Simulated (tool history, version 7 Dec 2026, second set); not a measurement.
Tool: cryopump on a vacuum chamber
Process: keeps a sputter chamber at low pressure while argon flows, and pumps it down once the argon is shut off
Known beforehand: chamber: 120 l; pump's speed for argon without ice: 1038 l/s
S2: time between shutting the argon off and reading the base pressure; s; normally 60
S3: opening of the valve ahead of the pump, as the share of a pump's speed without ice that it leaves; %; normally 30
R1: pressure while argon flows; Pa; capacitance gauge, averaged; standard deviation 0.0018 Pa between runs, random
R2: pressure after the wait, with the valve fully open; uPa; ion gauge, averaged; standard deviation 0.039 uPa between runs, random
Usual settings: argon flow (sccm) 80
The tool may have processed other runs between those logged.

Run 1, hour 0.0: usual settings. Result: R1 0.4705 Pa, R2 2.45 uPa.
Run 2, hour 79.5: usual settings. Result: R1 0.4754 Pa, R2 2.50 uPa.
At hour 180.0: pump warmed up, emptied and cooled again.
Run 3, hour 209.3: usual settings. Result: R1 0.4393 Pa, R2 2.56 uPa.
Run 4, hour 271.1: usual settings. Result: R1 0.4412 Pa, R2 2.49 uPa.
Run 5, hour 364.0: usual settings but argon flow (sccm) 72. Result: R1 0.3994 Pa, R2 2.58 uPa.
Run 6, hour 452.1: usual settings but argon flow (sccm) 72. Result: R1 0.3992 Pa, R2 2.67 uPa.
Run 7, hour 513.9: usual settings. Result: R1 0.4491 Pa, R2 2.75 uPa.
Run 8, hour 604.7: usual settings. Result: R1 0.4508 Pa, R2 2.88 uPa.
Run 9, hour 700.9: usual settings. Result: R1 0.4546 Pa, R2 2.89 uPa.
Run 10, hour 760.8: usual settings. Result: R1 0.4525 Pa, R2 3.02 uPa.
Run 11, hour 859.6: usual settings. Result: R1 0.4575 Pa, R2 3.09 uPa.
Run 12, hour 938.6: usual settings but S3 20 %. Result: R1 0.6796 Pa, R2 3.19 uPa.
Run 13, hour 1054.7: usual settings but S3 20 %. Result: R1 0.6806 Pa, R2 3.24 uPa.
Run 14, hour 1129.7: usual settings but argon flow (sccm) 83, S3 20 %. Result: R1 0.7063 Pa, R2 3.24 uPa.
Run 15, hour 1198.2: usual settings but argon flow (sccm) 83, S3 20 %. Result: R1 0.7126 Pa, R2 3.54 uPa.
Run 16, hour 1264.7: usual settings but argon flow (sccm) 83, S3 20 %. Result: R1 0.7172 Pa, R2 3.60 uPa.
Run 17, hour 1335.5: usual settings but argon flow (sccm) 83, S3 20 %. Result: R1 0.7172 Pa, R2 3.71 uPa.
Run 18, hour 1391.0: usual settings but argon flow (sccm) 83, S3 20 %. Result: R1 0.7153 Pa, R2 3.84 uPa.
Run 19, hour 1509.5: usual settings but argon flow (sccm) 78, S2 284 s, S3 41 %. Result: R1 0.3552 Pa, R2 2.43 uPa.
At hour 1521.8: pump warmed up, emptied and cooled again.
Run 20, hour 1601.6: usual settings but argon flow (sccm) 95, S2 78 s. Result: R1 0.5232 Pa, R2 3.09 uPa.

Predict the results of run 21:
Run 21, hour 1722.9: usual settings but argon flow (sccm) 83, S2 74 s, S3 38 %. Result: R1 ?, R2 ?.

{"run 21": {"R1": 0.3649, "R2": 3.4}}
Had the tool carried no hidden state, the very same run would have given R1 0.3543 Pa, R2 1.88 uPa.

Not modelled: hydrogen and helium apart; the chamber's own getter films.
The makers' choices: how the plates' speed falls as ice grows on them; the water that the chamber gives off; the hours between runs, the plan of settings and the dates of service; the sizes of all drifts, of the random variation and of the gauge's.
